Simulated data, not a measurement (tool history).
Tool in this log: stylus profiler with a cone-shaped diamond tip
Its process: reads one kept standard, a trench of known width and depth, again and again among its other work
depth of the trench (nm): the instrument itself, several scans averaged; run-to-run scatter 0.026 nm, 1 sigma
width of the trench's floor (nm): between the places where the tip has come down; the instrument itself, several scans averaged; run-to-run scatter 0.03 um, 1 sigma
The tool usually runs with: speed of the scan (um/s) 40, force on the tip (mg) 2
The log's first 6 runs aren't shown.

run	day	speed of the scan (um/s)	force on the tip (mg)	scans with this tip	hours of work since the height scale was calibrated	depth of the trench (nm)	width of the trench's floor (nm)
7	5.012	40	0.92	4305	549	100.42	27210
8	6.012	40	1.04	4440	567	100.47	27230
9	6.688	40	2	4531	578	100.85	27310
10	7.679	40	2	4665	595	100.83	27310
11	8.558	40	0.67	4784	611	100.31	27120
12	9.621	40	0.67	4927	629	100.31	27110
13	10.404	40	0.67	5033	642	100.25	27120
14	11.246	40	0.67	5147	657	100.29	27060
15	12.333	40	0.67	5294	676	100.24	27050
16	13.092	99	2.73	5396	689	101.06	27040
17	14.35	99	2.73	5566	710	101.1	27000
18	15.183	31	1.02	5679	725	100.4	27200
19	16.008	11	4.94	5790	739	101.65	27440
20	16.608	121	3.12	5871	749	101.17	26890
21	17.321	51	0.89	5967	762	100.35	27000
22	17.875	77	1.17	6043	771	100.48	26850
23	18.979	140	3.56	6192	790	101.29	26790
24	19.896	140	0.75	6315	806	100.27	26080
25	20.771	100	1.72	6434	821	100.63	26770
26	21.488	100	1.72	6530	833	100.67	26780
27	22.446	12	1.72	6660	850	100.69	27320
28	23.396	12	1.72	6788	866	100.68	27290
29	24.271	25	0.84	6906	881	100.28	27170
30	25.312	32	1.14	7047	899	100.39	27080

Below are 5 alternative next runs, each starting from the tool's condition after run 30. Predict each:
A	25.908	58	4.65	7128	910	?	?
B	25.908	40	2.97	7128	910	?	?
C	25.908	71	1.55	7128	910	?	?
D	25.908	82	5.66	7128	910	?	?
E	25.908	12	2.98	7128	910	?	?

run	depth of the trench (nm)	width of the trench's floor (nm)
A	101.55	27090
B	101.04	27140
C	100.6	26930
D	101.84	27110
E	101.08	27300
Stripped of hidden state, with their random variation kept, the same runs would have yielded:
run	depth of the trench (nm)	width of the trench's floor (nm)
A	101.9	27740
B	101.38	27790
C	100.94	27580
D	102.19	27770
E	101.42	27960
